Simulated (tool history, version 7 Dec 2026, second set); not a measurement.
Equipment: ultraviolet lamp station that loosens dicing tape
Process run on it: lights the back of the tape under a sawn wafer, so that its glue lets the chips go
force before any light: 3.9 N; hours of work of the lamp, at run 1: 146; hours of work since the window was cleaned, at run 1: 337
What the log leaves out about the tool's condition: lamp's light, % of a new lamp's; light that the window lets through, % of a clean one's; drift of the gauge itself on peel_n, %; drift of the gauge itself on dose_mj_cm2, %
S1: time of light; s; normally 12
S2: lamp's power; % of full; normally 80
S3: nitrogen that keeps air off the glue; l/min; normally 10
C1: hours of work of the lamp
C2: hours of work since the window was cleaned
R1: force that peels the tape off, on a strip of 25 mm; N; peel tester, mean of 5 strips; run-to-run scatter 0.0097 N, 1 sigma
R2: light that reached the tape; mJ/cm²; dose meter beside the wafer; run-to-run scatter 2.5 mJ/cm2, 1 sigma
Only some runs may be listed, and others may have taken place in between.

run 1 hour=0.0 | S1=12 S2=80 S3=10 | C1=146 C2=337 | R1=0.505 R2=265
run 2 hour=9.9 | S1=12 S2=80 S3=10 | C1=150 C2=342 | R1=0.507 R2=264
run 3 hour=30.1 | S1=12 S2=80 S3=10 | C1=159 C2=351 | R1=0.487 R2=266
run 4 hour=51.1 | S1=12 S2=80 S3=10 | C1=169 C2=360 | R1=0.504 R2=267
run 5 hour=75.7 | S1=12 S2=80 S3=10 | C1=180 C2=371 | R1=0.512 R2=264
run 6 hour=95.4 | S1=12 S2=80 S3=10 | C1=189 C2=380 | R1=0.495 R2=264
run 7 hour=113.2 | S1=12 S2=80 S3=7 | C1=197 C2=388 | R1=0.639 R2=263
run 8 hour=130.4 | S1=12 S2=80 S3=7 | C1=204 C2=396 | R1=0.608 R2=258
run 9 hour=149.8 | S1=12 S2=96 S3=3 | C1=213 C2=404 | R1=0.802 R2=308
run 10 hour=166.3 | S1=8 S2=66 S3=3 | C1=220 C2=412 | R1=1.780 R2=142
run 11 hour=184.5 | S1=8 S2=66 S3=3 | C1=229 C2=420 | R1=1.892 R2=140
run 12 hour=207.6 | S1=12 S2=80 S3=10 | C1=239 C2=430 | R1=0.524 R2=257
run 13 hour=218.0 | S1=14 S2=82 S3=10 | C1=243 C2=435 | R1=0.391 R2=308

A few steps of R1 between consecutive runs. Split each: what settings, incoming material and random variation would produce without the hidden state, and what is left over for the hidden state, along with gauge scatter present in only one of the two compared results (measured, and without hidden state):
Run 11 -> 12: S1 8 -> 12, S2 66 -> 80, S3 3 -> 10. R1 -1.368 N: hidden state -0.081, all else -1.287.
